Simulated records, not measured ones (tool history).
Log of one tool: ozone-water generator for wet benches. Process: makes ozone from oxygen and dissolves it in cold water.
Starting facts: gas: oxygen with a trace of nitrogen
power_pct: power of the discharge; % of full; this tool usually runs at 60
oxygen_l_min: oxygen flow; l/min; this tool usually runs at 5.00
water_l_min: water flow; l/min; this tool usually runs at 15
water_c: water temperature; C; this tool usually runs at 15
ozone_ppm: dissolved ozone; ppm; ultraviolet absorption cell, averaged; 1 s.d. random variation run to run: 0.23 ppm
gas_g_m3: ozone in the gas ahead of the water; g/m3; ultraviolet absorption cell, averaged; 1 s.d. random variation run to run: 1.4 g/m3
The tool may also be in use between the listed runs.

Run 1, day 0.000: usual settings. Result: ozone_ppm 35.6 ppm, gas_g_m3 250.6 g/m3.
Run 2, day 1.900: usual settings but power_pct 51 % of full. Result: ozone_ppm 32.4 ppm, gas_g_m3 227.7 g/m3.
Run 3, day 3.288: usual settings but power_pct 51 % of full. Result: ozone_ppm 32.4 ppm, gas_g_m3 228.6 g/m3.
Run 4, day 4.579: usual settings but power_pct 51 % of full. Result: ozone_ppm 32.1 ppm, gas_g_m3 229.8 g/m3.
Run 5, day 6.104: usual settings but oxygen_l_min 8.38 l/min. Result: ozone_ppm 32.6 ppm, gas_g_m3 181.5 g/m3.
Run 6, day 7.779: usual settings but oxygen_l_min 8.38 l/min. Result: ozone_ppm 31.8 ppm, gas_g_m3 182.3 g/m3.
Run 7, day 9.692: usual settings but oxygen_l_min 8.38 l/min. Result: ozone_ppm 32.7 ppm, gas_g_m3 184.5 g/m3.
Run 8, day 10.579: usual settings. Result: ozone_ppm 35.4 ppm, gas_g_m3 249.1 g/m3.
Run 9, day 11.983: usual settings. Result: ozone_ppm 35.1 ppm, gas_g_m3 250.7 g/m3.
Run 10, day 12.821: usual settings. Result: ozone_ppm 35.6 ppm, gas_g_m3 248.8 g/m3.
Run 11, day 14.171: usual settings but water_l_min 10 l/min. Result: ozone_ppm 46.3 ppm, gas_g_m3 252.5 g/m3.
Run 12, day 16.021: usual settings but water_l_min 18 l/min. Result: ozone_ppm 30.9 ppm, gas_g_m3 250.6 g/m3.
Run 13, day 17.104: usual settings but oxygen_l_min 4.33 l/min. Result: ozone_ppm 35.4 ppm, gas_g_m3 271.5 g/m3.
Run 14, day 18.158: usual settings but power_pct 77 % of full. Result: ozone_ppm 41.0 ppm, gas_g_m3 287.5 g/m3.
Run 15, day 19.617: usual settings. Result: ozone_ppm 34.8 ppm, gas_g_m3 250.8 g/m3.
Run 16, day 20.525: usual settings. Result: ozone_ppm 35.8 ppm, gas_g_m3 249.8 g/m3.
Run 17, day 21.412: usual settings. Result: ozone_ppm 35.2 ppm, gas_g_m3 248.7 g/m3.
Run 18, day 22.829: usual settings but water_c 14 C. Result: ozone_ppm 35.7 ppm, gas_g_m3 249.7 g/m3.
Run 19, day 24.692: usual settings but water_c 14 C. Result: ozone_ppm 36.0 ppm, gas_g_m3 248.0 g/m3.
At day 25.283: contactor cleaned.
Run 20, day 26.600: usual settings but water_c 14 C. Result: ozone_ppm 36.1 ppm, gas_g_m3 246.5 g/m3.
Run 21, day 27.738: usual settings but water_c 14 C. Result: ozone_ppm 36.0 ppm, gas_g_m3 246.3 g/m3.
Run 22, day 28.954: usual settings but water_c 14 C. Result: ozone_ppm 36.1 ppm, gas_g_m3 249.1 g/m3.
Run 23, day 30.412: usual settings but oxygen_l_min 4.23 l/min. Result: ozone_ppm 35.9 ppm, gas_g_m3 273.9 g/m3.
Run 24, day 32.033: usual settings but power_pct 55 % of full, oxygen_l_min 3.99 l/min. Result: ozone_ppm 34.1 ppm, gas_g_m3 271.3 g/m3.
Run 25, day 33.771: usual settings but power_pct 55 % of full, oxygen_l_min 3.99 l/min. Result: ozone_ppm 34.2 ppm, gas_g_m3 268.9 g/m3.

Run 26 is up next; what results do you expect?
Run 26, day 35.375: usual settings but power_pct 55 % of full, oxygen_l_min 3.99 l/min, water_l_min 9 l/min, water_c 13 C. Result: ozone_ppm ?, gas_g_m3 ?.

{"run 26": {"ozone_ppm": 51.7, "gas_g_m3": 267.5}}
Minus the tool's unlogged condition, the same run would have read ozone_ppm 51.7 ppm, gas_g_m3 273.5 g/m3.
